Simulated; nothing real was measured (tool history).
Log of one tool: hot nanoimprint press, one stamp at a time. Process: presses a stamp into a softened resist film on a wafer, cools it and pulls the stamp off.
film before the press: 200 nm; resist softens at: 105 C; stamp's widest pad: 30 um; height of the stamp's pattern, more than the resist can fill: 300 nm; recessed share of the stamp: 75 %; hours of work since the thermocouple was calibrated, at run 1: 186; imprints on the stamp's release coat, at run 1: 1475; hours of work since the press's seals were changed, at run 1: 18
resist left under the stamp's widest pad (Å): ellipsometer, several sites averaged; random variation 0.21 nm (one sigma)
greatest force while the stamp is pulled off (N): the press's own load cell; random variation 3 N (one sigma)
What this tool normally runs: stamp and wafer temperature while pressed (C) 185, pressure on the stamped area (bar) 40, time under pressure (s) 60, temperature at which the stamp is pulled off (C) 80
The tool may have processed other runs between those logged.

run	hour	stamp and wafer temperature while pressed (C)	pressure on the stamped area (bar)	time under pressure (s)	temperature at which the stamp is pulled off (C)	hours of work since the thermocouple was calibrated	imprints on the stamp's release coat	hours of work since the press's seals were changed	resist left under the stamp's widest pad (Å)	greatest force while the stamp is pulled off (N)
1	0	185	40	60	80	186	1475	18	978	189
2	4.2	185	43	60	80	188	1495	20	951	192
3	10.7	185	48.6	60	80	192	1526	24	905	194
4	16.2	185	40	60	80	196	1552	28	983	186
5	22.7	185	40	60	80	200	1583	32	985	190
6	31.9	185	40	60	80	206	1627	37	985	193
7	41.2	185	40	60	80	211	1672	43	992	189
8	46.6	185	40	60	80	215	1698	46	989	193
9	51.8	185	40	60	80	218	1723	50	989	192
10	60.6	185	40	111	80	223	1764	55	779	192
11	65	185	40	111	80	226	1786	58	781	193
12	71.4	185	40	111	80	230	1816	62	781	193
13	77.6	185	40	111	80	234	1845	66	787	188
14	85.6	185	40	111	80	239	1884	71	785	194
# hour 89.4: gauge calibrated
# hour 99.5: stamp cleaned and given a new release coat
15	99.7	185	40	111	80	244	0	76	767	185
16	107.1	185	40	58	83	248	36	80	994	184
17	116.2	186	42.7	58	83	254	79	86	944	189
18	124.3	186	42.7	58	83	259	118	91	944	184
19	128.3	186	42.7	78	74	262	137	93	843	198
20	133.9	186	30.9	86	74	265	164	97	935	199
21	139	182	40	60	69	268	188	100	1066	204
22	146.2	182	40	60	69	273	223	104	1069	207
23	150.3	182	40	60	69	275	242	107	1073	206
24	154.9	176	40	33	68	278	264	110	1465	213
25	164.4	176	40	33	68	284	309	116	1471	201
26	172.9	176	40	33	68	289	350	121	1476	209
27	177.3	176	40	33	68	292	371	124	1478	212
28	183.8	184	34.4	68	75	296	402	128	1042	196
29	191.4	187	47.7	92	76	301	438	132	743	193

5 options for the next run, each taken on its own from the tool as it stands now. Forecast them:
A	196.2	187	59.5	92	76	304	461	135	?	?
B	196.2	187	47.7	92	83	304	461	135	?	?
C	196.2	185	40	60	86	304	461	135	?	?
D	196.2	187	35.5	92	75	304	461	135	?	?
E	196.2	187	39.5	66	76	304	461	135	?	?

run	resist left under the stamp's widest pad (Å)	greatest force while the stamp is pulled off (N)
A	674	194
B	747	184
C	1008	176
D	849	200
E	928	201
Stripped of hidden state, with their random variation kept, the same runs would have yielded:
run	resist left under the stamp's widest pad (Å)	greatest force while the stamp is pulled off (N)
A	654	194
B	726	183
C	979	176
D	825	200
E	901	201
